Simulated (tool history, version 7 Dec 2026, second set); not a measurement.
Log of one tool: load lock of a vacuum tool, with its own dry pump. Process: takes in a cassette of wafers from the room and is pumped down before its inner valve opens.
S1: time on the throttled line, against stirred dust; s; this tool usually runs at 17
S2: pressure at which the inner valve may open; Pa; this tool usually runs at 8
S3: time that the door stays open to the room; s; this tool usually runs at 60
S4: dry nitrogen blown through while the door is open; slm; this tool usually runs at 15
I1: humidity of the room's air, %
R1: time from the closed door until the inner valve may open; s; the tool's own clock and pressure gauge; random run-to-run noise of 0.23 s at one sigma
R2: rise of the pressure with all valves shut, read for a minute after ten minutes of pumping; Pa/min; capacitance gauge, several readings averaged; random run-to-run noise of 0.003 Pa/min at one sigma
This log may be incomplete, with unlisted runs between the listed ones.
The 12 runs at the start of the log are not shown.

Run 13, day 163.188: usual settings; I1 44.4. Result: R1 29.4 s, R2 0.109 Pa/min.
Run 14, day 171.038: usual settings but S4 8 slm; I1 45.5. Result: R1 29.5 s, R2 0.115 Pa/min.
Run 15, day 186.996: usual settings but S4 8 slm; I1 42.3. Result: R1 29.2 s, R2 0.121 Pa/min.
Run 16, day 196.500: usual settings but S4 8 slm; I1 44.4. Result: R1 29.1 s, R2 0.132 Pa/min.
Run 17, day 211.450: usual settings but S3 82 s; I1 45.2. Result: R1 29.2 s, R2 0.143 Pa/min.
Run 18, day 224.196: usual settings but S3 82 s; I1 48.5. Result: R1 29.4 s, R2 0.152 Pa/min.
Run 19, day 234.812: usual settings but S1 11 s, S2 13 Pa, S3 40 s; I1 45.8. Result: R1 23.4 s, R2 0.142 Pa/min.
Run 20, day 252.338: usual settings but S1 11 s, S2 13 Pa, S3 40 s; I1 45.3. Result: R1 23.3 s, R2 0.156 Pa/min.
Run 21, day 264.442: usual settings but S1 31 s, S2 9 Pa, S4 42 slm; I1 45.2. Result: R1 41.8 s, R2 0.148 Pa/min.
Run 22, day 275.858: usual settings but S1 31 s, S2 9 Pa, S4 42 slm; I1 41.3. Result: R1 42.3 s, R2 0.159 Pa/min.
Run 23, day 291.712: usual settings but S1 32 s, S2 14 Pa, S3 78 s, S4 7 slm; I1 44.4. Result: R1 41.6 s, R2 0.203 Pa/min.
Run 24, day 299.217: usual settings but S1 15 s, S2 6 Pa, S3 126 s, S4 24 slm; I1 45.8. Result: R1 28.4 s, R2 0.205 Pa/min.
Run 25, day 311.771: usual settings but S1 15 s, S2 6 Pa, S3 126 s, S4 24 slm; I1 41.1. Result: R1 28.1 s, R2 0.213 Pa/min.
Run 26, day 319.417: usual settings but S1 15 s, S2 6 Pa, S3 126 s, S4 24 slm; I1 46.0. Result: R1 28.3 s, R2 0.225 Pa/min.
At day 324.083: dry pump taken out, an overhauled one fitted.
Run 27, day 335.221: usual settings but S2 7 Pa, S4 16 slm; I1 47.8. Result: R1 27.0 s, R2 0.223 Pa/min.
Run 28, day 346.292: usual settings but S1 13 s, S2 6 Pa, S3 137 s, S4 40 slm; I1 49.0. Result: R1 24.4 s, R2 0.244 Pa/min.
Run 29, day 361.100: usual settings but S1 13 s, S2 14 Pa, S3 137 s, S4 40 slm; I1 48.4. Result: R1 23.1 s, R2 0.260 Pa/min.
Run 30, day 375.067: usual settings but S1 10 s, S3 173 s, S4 22 slm; I1 42.6. Result: R1 21.0 s, R2 0.287 Pa/min.
At day 381.625: door's seal changed, seat wiped.
Run 31, day 391.058: usual settings but S1 10 s, S3 238 s, S4 22 slm; I1 47.6. Result: R1 21.4 s, R2 0.095 Pa/min.
Run 32, day 407.567: usual settings but S1 10 s, S3 238 s, S4 22 slm; I1 45.0. Result: R1 21.3 s, R2 0.092 Pa/min.
Run 33, day 424.925: usual settings but S1 25 s, S2 13 Pa, S3 238 s, S4 8 slm; I1 46.9. Result: R1 33.9 s, R2 0.130 Pa/min.
Run 34, day 442.458: usual settings but S1 25 s, S2 13 Pa, S3 238 s, S4 8 slm; I1 45.3. Result: R1 34.2 s, R2 0.129 Pa/min.
Run 35, day 457.225: usual settings but S1 25 s, S2 13 Pa, S3 238 s, S4 8 slm; I1 45.7. Result: R1 33.9 s, R2 0.133 Pa/min.
Run 36, day 474.283: usual settings but S1 25 s, S2 13 Pa, S3 238 s, S4 8 slm; I1 42.8. Result: R1 34.6 s, R2 0.134 Pa/min.

Predict each of these 5 candidate next runs independently; none follows another, all start after run 36:
Run A, day 484.617: usual settings but S1 27 s, S2 10 Pa, S3 28 s, S4 8 slm; I1 45.2. Result: R1 ?, R2 ?.
Run B, day 484.617: usual settings but S4 12 slm; I1 45.9. Result: R1 ?, R2 ?.
Run C, day 484.617: usual settings but S1 25 s, S2 16 Pa, S3 238 s, S4 5 slm; I1 42.0. Result: R1 ?, R2 ?.
Run D, day 484.617: usual settings but S1 25 s, S2 13 Pa, S3 69 s, S4 7 slm; I1 47.1. Result: R1 ?, R2 ?.
Run E, day 484.617: usual settings but S1 32 s, S2 7 Pa, S3 73 s; I1 45.1. Result: R1 ?, R2 ?.

run    R1     R2
  A  36.5  0.077
  B  27.7  0.083
  C  33.9  0.140
  D  34.1  0.098
  E  41.7  0.082
Without the tool's unlogged condition, the same runs would have read:
run    R1     R2
  A  36.2  0.045
  B  27.3  0.051
  C  33.5  0.108
  D  33.8  0.067
  E  41.3  0.051
